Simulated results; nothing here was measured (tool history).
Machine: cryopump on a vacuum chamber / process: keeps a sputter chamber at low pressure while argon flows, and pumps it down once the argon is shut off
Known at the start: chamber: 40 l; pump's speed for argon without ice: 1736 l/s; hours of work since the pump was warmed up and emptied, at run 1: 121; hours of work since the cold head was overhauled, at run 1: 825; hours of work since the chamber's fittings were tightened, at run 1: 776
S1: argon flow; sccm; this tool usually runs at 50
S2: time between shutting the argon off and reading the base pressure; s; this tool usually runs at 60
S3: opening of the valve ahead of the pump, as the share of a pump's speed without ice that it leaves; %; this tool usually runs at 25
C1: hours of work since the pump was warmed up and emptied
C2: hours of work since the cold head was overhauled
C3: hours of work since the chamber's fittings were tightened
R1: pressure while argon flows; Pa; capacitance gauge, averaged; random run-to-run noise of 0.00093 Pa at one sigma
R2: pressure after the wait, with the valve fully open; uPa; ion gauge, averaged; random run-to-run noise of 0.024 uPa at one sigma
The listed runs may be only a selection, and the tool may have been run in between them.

| run | hour | S1 | S2 | S3 | C1 | C2 | C3 | R1 | R2 |
|---|---|---|---|---|---|---|---|---|---|
| 1 | 0 | 50 | 60 | 25 | 121 | 825 | 776 | 0.1982 | 1.17 |
| 2 | 25.5 | 50 | 60 | 25 | 138 | 841 | 792 | 0.1985 | 1.2 |
| 3 | 60.1 | 50 | 60 | 36 | 160 | 863 | 814 | 0.1388 | 1.21 |
| 4 | 109.2 | 50 | 33 | 25 | 191 | 895 | 846 | 0.1987 | 1.8 |
| 5 | 155.7 | 50 | 33 | 25 | 221 | 925 | 875 | 0.1993 | 1.78 |
| 6 | 177 | 50 | 33 | 25 | 235 | 938 | 889 | 0.2031 | 1.88 |
| 7 | 206.6 | 50 | 185 | 25 | 254 | 957 | 908 | 0.1997 | 0.71 |
| 8 | 233.3 | 50 | 56 | 25 | 271 | 974 | 925 | 0.1999 | 1.28 |
| 9 | 267.5 | 50 | 60 | 25 | 293 | 996 | 947 | 0.2003 | 1.29 |
| 10 | 296 | 50 | 60 | 25 | 311 | 1015 | 965 | 0.2008 | 1.26 |
| 11 | 321.4 | 50 | 39 | 25 | 327 | 1031 | 982 | 0.2019 | 1.64 |
| 12 | 354.9 | 50 | 60 | 55 | 349 | 1052 | 1003 | 0.096 | 1.24 |
| 13 | 401.1 | 50 | 282 | 25 | 378 | 1082 | 1033 | 0.2031 | 0.69 |
| 14 | 448 | 50 | 282 | 25 | 408 | 1112 | 1063 | 0.205 | 0.68 |
| 15 | 478.7 | 50 | 282 | 25 | 428 | 1132 | 1082 | 0.2051 | 0.71 |
| 16 | 505.9 | 50 | 60 | 25 | 445 | 1149 | 1100 | 0.2064 | 1.3 |
| 17 | 551.3 | 50 | 63 | 25 | 474 | 1178 | 1129 | 0.2063 | 1.28 |
| 18 | 597.2 | 50 | 63 | 25 | 504 | 1208 | 1158 | 0.2076 | 1.3 |
| 19 | 642.7 | 50 | 63 | 25 | 533 | 1237 | 1187 | 0.2077 | 1.31 |
| 20 | 676.9 | 50 | 63 | 25 | 555 | 1259 | 1209 | 0.2088 | 1.33 |
| 21 | 721.3 | 50 | 63 | 25 | 583 | 1287 | 1238 | 0.2104 | 1.41 |
| 22 | 758.1 | 53 | 208 | 25 | 607 | 1311 | 1261 | 0.2243 | 0.88 |
| 23 | 785.6 | 53 | 208 | 35 | 625 | 1329 | 1279 | 0.1655 | 0.88 |
| 24 | 826.8 | 53 | 64 | 58 | 651 | 1355 | 1305 | 0.1087 | 1.41 |
|  | 881.6 | pump warmed up, emptied and cooled again |
| 25 | 881.6 | 53 | 64 | 58 | 0 | 1387 | 1337 | 0.0895 | 1.25 |
| 26 | 914.6 | 24 | 49 | 58 | 21 | 1408 | 1359 | 0.0403 | 1.51 |
| 27 | 938.7 | 57 | 60 | 25 | 37 | 1423 | 1374 | 0.2245 | 1.29 |
| 28 | 979.5 | 50 | 100 | 46 | 63 | 1450 | 1400 | 0.1084 | 1.02 |

What will run 29 give?
| 29 | 1020.1 | 50 | 60 | 49 | 89 | 1476 | 1426 | ? | ? |

Run 29 produced R1 0.1027 Pa, R2 1.39 uPa.
Take away the tool's hidden state, keep the run-to-run variation as it was, and the same run would have given R1 0.0996 Pa, R2 0.99 uPa.
